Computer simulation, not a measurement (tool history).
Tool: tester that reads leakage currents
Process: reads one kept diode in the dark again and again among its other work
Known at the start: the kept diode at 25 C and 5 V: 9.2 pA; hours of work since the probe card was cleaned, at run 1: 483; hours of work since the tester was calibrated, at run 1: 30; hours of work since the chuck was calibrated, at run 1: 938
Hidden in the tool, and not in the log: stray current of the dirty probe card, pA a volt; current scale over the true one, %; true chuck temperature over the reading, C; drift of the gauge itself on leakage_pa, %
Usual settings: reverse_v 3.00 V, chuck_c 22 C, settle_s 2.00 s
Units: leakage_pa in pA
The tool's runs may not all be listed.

run,day,reverse_v,chuck_c,settle_s,hours of work since the probe card was cleaned,hours of work since the tester was calibrated,hours of work since the chuck was calibrated,leakage_pa
1,0.000,3.00,22,2.00,483,30,938,6.11
2,4.392,3.00,22,2.00,538,86,994,6.04
3,9.296,3.00,22,2.00,600,148,1056,6.04
4,15.908,14.83,22,2.00,684,232,1140,14.37
5,21.979,14.83,22,0.32,761,309,1217,25.81
6,26.896,3.00,23,2.00,823,371,1279,6.55
7,29.912,3.00,22,0.33,861,409,1317,8.32
8,33.425,3.00,22,2.00,906,453,1361,5.95
9,38.525,3.00,49,2.00,970,518,1426,49.77
10,44.075,3.00,27,2.00,1041,588,1496,9.10
11,46.971,3.00,27,2.00,1077,625,1533,9.17
12,52.996,3.00,27,2.00,1154,701,1609,9.06
13,56.092,3.00,27,2.00,1193,740,1648,8.99
14,60.450,1.45,27,2.00,1248,796,1704,6.32
15,64.421,1.45,27,2.00,1298,846,1754,6.24
16,67.358,1.45,27,2.00,1335,883,1791,6.39
17,70.675,1.45,27,2.00,1377,925,1833,6.32
18,76.938,3.00,22,2.00,1457,1004,1912,6.07
19,80.054,3.00,28,2.00,1496,1044,1952,9.88
20,84.500,3.00,28,2.00,1552,1100,2008,9.77
21,88.217,5.84,22,6.41,1599,1147,2055,8.06
22,94.133,7.52,22,1.17,1674,1222,2130,10.68
23,97.804,7.52,22,1.17,1721,1268,2176,10.73
24,102.738,4.73,22,1.17,1783,1331,2239,8.16
25,107.779,4.73,22,1.17,1847,1395,2303,8.19
26,110.821,4.73,22,1.17,1886,1433,2341,8.27
27,115.108,3.04,52,2.55,1940,1488,2395,61.31
# day 120.271: chuck's temperature calibrated
28,121.171,16.92,22,2.00,2016,1563,11,15.58
29,126.554,16.92,22,2.00,2084,1631,80,15.41
30,132.929,1.06,22,2.00,2164,1712,160,3.61
31,138.842,6.47,21,2.27,2239,1787,235,8.28
32,141.962,12.06,32,0.55,2279,1826,275,31.73
33,145.958,3.00,31,2.00,2329,1877,325,12.62
34,152.512,3.00,31,2.00,2412,1960,408,12.49
35,157.412,3.00,31,2.00,2474,2022,470,12.43
36,163.375,12.68,47,6.48,2550,2098,546,84.21
37,168.729,12.68,47,6.48,2618,2165,614,84.69
# day 169.267: probe card cleaned and baked
38,171.608,3.18,35,5.19,30,2200,648,17.20
39,177.846,3.18,35,5.19,109,2279,727,17.27
40,183.892,14.40,22,2.00,185,2356,804,14.20

3 ways to go on from here, each from the tool as it stands after run 40. What would each give?
A,186.742,2.59,44,4.84,221,2392,840,?
B,186.742,14.40,21,5.68,221,2392,840,?
C,186.742,1.14,57,2.00,221,2392,840,?

run,leakage_pa
A,31.35
B,11.75
C,55.03
Without the tool's hidden state the same runs would have given:
run,leakage_pa
A,31.34
B,11.75
C,55.02
